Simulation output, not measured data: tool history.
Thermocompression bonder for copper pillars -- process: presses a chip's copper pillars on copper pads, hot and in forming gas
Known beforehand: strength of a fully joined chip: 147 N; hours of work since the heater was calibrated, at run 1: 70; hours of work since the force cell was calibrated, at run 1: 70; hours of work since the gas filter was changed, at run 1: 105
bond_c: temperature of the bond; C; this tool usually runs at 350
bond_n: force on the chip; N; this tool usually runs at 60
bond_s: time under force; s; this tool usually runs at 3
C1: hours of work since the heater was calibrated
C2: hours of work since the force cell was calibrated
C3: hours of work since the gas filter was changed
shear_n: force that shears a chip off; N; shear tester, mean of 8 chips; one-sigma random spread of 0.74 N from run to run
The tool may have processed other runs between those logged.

Run 1, hour 0.0: usual settings; C1 70; C2 70; C3 105. Result: shear_n 53.0 N.
Run 2, hour 21.6: usual settings; C1 84; C2 84; C3 119. Result: shear_n 51.8 N.
Run 3, hour 37.7: usual settings; C1 94; C2 94; C3 130. Result: shear_n 52.3 N.
Run 4, hour 56.3: usual settings but bond_c 354 C; C1 107; C2 107; C3 142. Result: shear_n 53.9 N.
Run 5, hour 82.9: usual settings but bond_c 322 C; C1 124; C2 124; C3 159. Result: shear_n 39.9 N.
Run 6, hour 113.7: usual settings but bond_s 2 s; C1 144; C2 144; C3 179. Result: shear_n 43.1 N.
Run 7, hour 134.5: usual settings but bond_s 2 s; C1 158; C2 158; C3 193. Result: shear_n 42.9 N.
Run 8, hour 157.2: usual settings but bond_s 2 s; C1 173; C2 173; C3 208. Result: shear_n 44.0 N.
Run 9, hour 193.6: usual settings but bond_s 5 s; C1 196; C2 196; C3 232. Result: shear_n 60.8 N.
Run 10, hour 232.2: usual settings but bond_s 6 s; C1 222; C2 222; C3 257. Result: shear_n 63.8 N.
Run 11, hour 249.3: usual settings; C1 233; C2 233; C3 268. Result: shear_n 49.8 N.
Run 12, hour 286.4: usual settings but bond_c 362 C, bond_n 64 N, bond_s 4 s; C1 257; C2 257; C3 292. Result: shear_n 65.4 N.
Run 13, hour 325.1: usual settings but bond_c 338 C, bond_n 77 N, bond_s 9 s; C1 282; C2 282; C3 318. Result: shear_n 82.3 N.

Forecast run 14:
At hour 329.1: heater calibrated with a thermocouple chip.
Run 14, hour 365.4: usual settings but bond_c 348 C, bond_s 2 s; C1 24; C2 307; C3 343. Result: shear_n ?.

shear_n: 39.2 N
On a tool with no hidden condition, and with the same random variation, this run would have come out at shear_n 44.9 N.
